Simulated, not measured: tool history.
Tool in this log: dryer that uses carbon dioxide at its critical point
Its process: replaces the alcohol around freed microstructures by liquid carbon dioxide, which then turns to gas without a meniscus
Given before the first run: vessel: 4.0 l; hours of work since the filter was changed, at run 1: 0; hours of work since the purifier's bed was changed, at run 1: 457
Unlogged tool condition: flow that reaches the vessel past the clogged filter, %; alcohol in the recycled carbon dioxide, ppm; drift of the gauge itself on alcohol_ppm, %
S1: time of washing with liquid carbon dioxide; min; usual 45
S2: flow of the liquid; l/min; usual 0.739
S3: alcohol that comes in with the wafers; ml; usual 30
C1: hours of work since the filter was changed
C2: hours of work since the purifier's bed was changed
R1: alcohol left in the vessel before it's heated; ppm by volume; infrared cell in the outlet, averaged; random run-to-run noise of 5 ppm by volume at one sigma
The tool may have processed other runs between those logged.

Run 1, hour 0.0: usual settings; C1 0; C2 457. Result: R1 81 ppm by volume.
Run 2, hour 24.7: usual settings; C1 18; C2 475. Result: R1 75 ppm by volume.
Run 3, hour 46.1: usual settings; C1 33; C2 490. Result: R1 70 ppm by volume.
Run 4, hour 78.1: usual settings; C1 56; C2 513. Result: R1 84 ppm by volume.
Run 5, hour 106.8: usual settings; C1 77; C2 534. Result: R1 84 ppm by volume.
Run 6, hour 128.3: usual settings; C1 92; C2 550. Result: R1 89 ppm by volume.
Run 7, hour 150.6: usual settings but S3 26 ml; C1 108; C2 566. Result: R1 89 ppm by volume.
Run 8, hour 179.4: usual settings but S3 26 ml; C1 129; C2 586. Result: R1 97 ppm by volume.
Run 9, hour 218.1: usual settings but S2 0.645 l/min; C1 157; C2 614. Result: R1 115 ppm by volume.
Run 10, hour 255.4: usual settings but S2 0.645 l/min; C1 184; C2 641. Result: R1 128 ppm by volume.
Run 11, hour 275.2: usual settings but S2 0.645 l/min; C1 198; C2 655. Result: R1 124 ppm by volume.
Run 12, hour 292.7: usual settings but S2 0.645 l/min; C1 211; C2 668. Result: R1 127 ppm by volume.
Run 13, hour 323.9: usual settings but S1 39 min, S3 76 ml; C1 233; C2 690. Result: R1 205 ppm by volume.
Run 14, hour 347.4: usual settings but S1 39 min, S2 0.593 l/min, S3 76 ml; C1 250; C2 707. Result: R1 424 ppm by volume.
Run 15, hour 378.3: usual settings but S2 0.811 l/min; C1 272; C2 730. Result: R1 107 ppm by volume.
Run 16, hour 414.0: usual settings but S2 0.811 l/min; C1 298; C2 755. Result: R1 109 ppm by volume.
Run 17, hour 433.3: usual settings but S1 49 min, S2 0.855 l/min, S3 60 ml; C1 312; C2 769. Result: R1 112 ppm by volume.
Run 18, hour 463.6: usual settings but S1 35 min, S2 0.745 l/min, S3 60 ml; C1 334; C2 791. Result: R1 284 ppm by volume.
Run 19, hour 490.2: usual settings but S1 28 min, S2 1.047 l/min, S3 60 ml; C1 353; C2 810. Result: R1 190 ppm by volume.
Run 20, hour 526.5: usual settings but S1 63 min, S2 0.811 l/min, S3 52 ml; C1 379; C2 836. Result: R1 110 ppm by volume.
Run 21, hour 554.9: usual settings but S1 63 min, S2 0.553 l/min, S3 112 ml; C1 399; C2 857. Result: R1 209 ppm by volume.
Run 22, hour 592.3: usual settings but S1 63 min, S2 0.553 l/min, S3 112 ml; C1 426; C2 884. Result: R1 213 ppm by volume.
Run 23, hour 618.2: usual settings but S1 70 min, S2 0.501 l/min; C1 445; C2 902. Result: R1 150 ppm by volume.

Branching from run 23: 5 alternative next runs. What would each branch give?
Run A, hour 651.5: usual settings but S1 67 min, S3 70 ml; C1 469; C2 926. Result: R1 ?.
Run B, hour 651.5: usual settings but S1 28 min, S2 1.232 l/min, S3 83 ml; C1 469; C2 926. Result: R1 ?.
Run C, hour 651.5: usual settings but S1 36 min, S2 0.960 l/min, S3 69 ml; C1 469; C2 926. Result: R1 ?.
Run D, hour 651.5: usual settings but S1 55 min, S2 0.912 l/min, S3 51 ml; C1 469; C2 926. Result: R1 ?.
Run E, hour 651.5: usual settings but S1 63 min, S2 1.148 l/min, S3 65 ml; C1 469; C2 926. Result: R1 ?.

run   R1
  A  135
  B  176
  C  174
  D  123
  E  122
The same runs, with their run-to-run variation unchanged, on a tool lacking any hidden condition would have given:
run  R1
  A  12
  B  22
  C  27
  D   4
  E   7
